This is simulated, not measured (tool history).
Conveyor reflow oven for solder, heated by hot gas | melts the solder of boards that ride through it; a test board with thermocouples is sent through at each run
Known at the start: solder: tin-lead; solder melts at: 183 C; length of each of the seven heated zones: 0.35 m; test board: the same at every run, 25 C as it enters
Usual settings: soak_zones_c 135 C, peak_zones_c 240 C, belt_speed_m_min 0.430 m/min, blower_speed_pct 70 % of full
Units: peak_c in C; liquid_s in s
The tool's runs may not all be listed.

run	day	soak_zones_c	peak_zones_c	belt_speed_m_min	blower_speed_pct	peak_c	liquid_s
1	0.000	135	240	0.430	70	222.5	75.9
2	0.312	135	240	0.430	70	222.0	75.9
3	0.800	135	240	0.430	70	221.8	76.6
4	1.117	122	240	0.430	70	219.4	68.7
5	1.379	135	239	0.430	70	221.0	74.3
6	1.708	135	240	0.430	70	222.4	75.6
7	2.233	135	240	0.430	70	222.0	75.8
8	2.642	135	235	0.430	70	217.0	71.8
9	2.946	135	235	0.430	70	218.4	71.8
10	3.221	135	240	0.430	70	221.7	75.5
11	3.550	135	240	0.430	70	220.9	75.4
12	4.104	135	240	0.430	70	222.0	75.2
13	4.638	126	240	0.430	70	219.2	71.0
14	4.871	126	240	0.430	70	219.7	70.5
15	5.342	126	240	0.430	70	219.8	70.2
16	5.629	135	253	0.400	55	231.6	90.3
17	6.108	133	228	0.430	70	210.1	63.6
18	6.629	133	228	0.430	70	210.8	63.8
19	7.025	132	228	0.430	55	206.6	58.1
20	7.300	132	238	0.448	73	217.1	68.3
21	7.779	132	238	0.448	73	218.0	67.7
22	8.062	131	255	0.399	73	236.4	93.1
23	8.542	131	246	0.399	58	224.9	83.4
24	8.958	131	246	0.399	58	225.0	83.5
25	9.458	131	246	0.399	58	225.5	83.5
26	9.708	131	246	0.399	58	225.1	83.0

The next listed run, before its measurement:
27	10.042	135	240	0.445	70	?	?

Run 27 gave peak_c 219.7 C, liquid_s 70.7 s.
Without the tool's hidden state the same run would have given peak_c 222.7 C, liquid_s 73.3 s.
